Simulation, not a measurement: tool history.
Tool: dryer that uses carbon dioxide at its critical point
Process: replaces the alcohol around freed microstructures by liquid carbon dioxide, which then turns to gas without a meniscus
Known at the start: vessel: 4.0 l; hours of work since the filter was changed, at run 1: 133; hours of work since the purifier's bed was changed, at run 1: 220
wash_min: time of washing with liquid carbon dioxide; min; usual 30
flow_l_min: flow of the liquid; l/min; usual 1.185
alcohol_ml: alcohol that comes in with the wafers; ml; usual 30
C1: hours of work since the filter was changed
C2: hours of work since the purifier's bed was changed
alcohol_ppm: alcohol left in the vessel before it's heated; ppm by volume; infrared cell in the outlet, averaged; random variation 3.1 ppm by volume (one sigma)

Run 1, hour 0: usual settings; C1 133; C2 220. Result: alcohol_ppm 21 ppm by volume.
Run 2, hour 17.5: usual settings but flow_l_min 0.73 l/min; C1 146; C2 233. Result: alcohol_ppm 93 ppm by volume.
Run 3, hour 37: usual settings but flow_l_min 0.73 l/min; C1 159; C2 246. Result: alcohol_ppm 92 ppm by volume.
Run 4, hour 50.1: usual settings but alcohol_ml 29 ml; C1 169; C2 256. Result: alcohol_ppm 20 ppm by volume.
Run 5, hour 66.9: usual settings but wash_min 22 min, alcohol_ml 29 ml; C1 181; C2 268. Result: alcohol_ppm 51 ppm by volume.
Run 6, hour 84.6: usual settings but wash_min 22 min, alcohol_ml 29 ml; C1 193; C2 280. Result: alcohol_ppm 46 ppm by volume.
Run 7, hour 97.7: usual settings; C1 203; C2 290. Result: alcohol_ppm 24 ppm by volume.
Run 8, hour 113.6: usual settings; C1 214; C2 301. Result: alcohol_ppm 22 ppm by volume.
Run 9, hour 132.2: usual settings; C1 227; C2 314. Result: alcohol_ppm 25 ppm by volume.
Run 10, hour 153.4: usual settings; C1 242; C2 329. Result: alcohol_ppm 22 ppm by volume.
Run 11, hour 165.9: usual settings; C1 251; C2 338. Result: alcohol_ppm 31 ppm by volume.
Run 12, hour 184.5: usual settings; C1 264; C2 351. Result: alcohol_ppm 30 ppm by volume.
Run 13, hour 198.7: usual settings; C1 274; C2 361. Result: alcohol_ppm 25 ppm by volume.
Run 14, hour 208.4: usual settings but wash_min 22 min, flow_l_min 0.95 l/min; C1 281; C2 368. Result: alcohol_ppm 123 ppm by volume.
Run 15, hour 225.5: usual settings but wash_min 22 min, flow_l_min 1.01 l/min; C1 293; C2 380. Result: alcohol_ppm 102 ppm by volume.
Run 16, hour 236.1: usual settings but wash_min 33 min, flow_l_min 1.35 l/min, alcohol_ml 22 ml; C1 301; C2 388. Result: alcohol_ppm 22 ppm by volume.
Run 17, hour 248.9: usual settings but wash_min 40 min, alcohol_ml 118 ml; C1 310; C2 397. Result: alcohol_ppm 27 ppm by volume.
Run 18, hour 270.7: usual settings but wash_min 19 min, alcohol_ml 36 ml; C1 325; C2 412. Result: alcohol_ppm 122 ppm by volume.
Run 19, hour 285.5: usual settings but wash_min 47 min, alcohol_ml 36 ml; C1 336; C2 423. Result: alcohol_ppm 26 ppm by volume.
Run 20, hour 295.2: usual settings but wash_min 47 min, alcohol_ml 36 ml; C1 343; C2 430. Result: alcohol_ppm 29 ppm by volume.
Run 21, hour 310.8: usual settings but wash_min 47 min, alcohol_ml 36 ml; C1 354; C2 441. Result: alcohol_ppm 27 ppm by volume.
Run 22, hour 322.9: usual settings but wash_min 33 min, flow_l_min 1.39 l/min, alcohol_ml 26 ml; C1 362; C2 449. Result: alcohol_ppm 28 ppm by volume.
Run 23, hour 340.7: usual settings but wash_min 22 min, flow_l_min 1.19 l/min, alcohol_ml 75 ml; C1 375; C2 462. Result: alcohol_ppm 128 ppm by volume.
Run 24, hour 360.7: usual settings but wash_min 38 min, flow_l_min 1.19 l/min, alcohol_ml 78 ml; C1 389; C2 476. Result: alcohol_ppm 28 ppm by volume.
Run 25, hour 376.1: usual settings but wash_min 47 min, flow_l_min 1.1 l/min, alcohol_ml 40 ml; C1 400; C2 487. Result: alcohol_ppm 28 ppm by volume.

Run 26 comes next. What will it give?
Run 26, hour 393.1: usual settings but wash_min 47 min, flow_l_min 1.1 l/min, alcohol_ml 40 ml; C1 412; C2 499. Result: alcohol_ppm ?.

{"run 26": {"alcohol_ppm": 34}}
Without the tool's hidden state the same run would have given alcohol_ppm 11 ppm by volume.

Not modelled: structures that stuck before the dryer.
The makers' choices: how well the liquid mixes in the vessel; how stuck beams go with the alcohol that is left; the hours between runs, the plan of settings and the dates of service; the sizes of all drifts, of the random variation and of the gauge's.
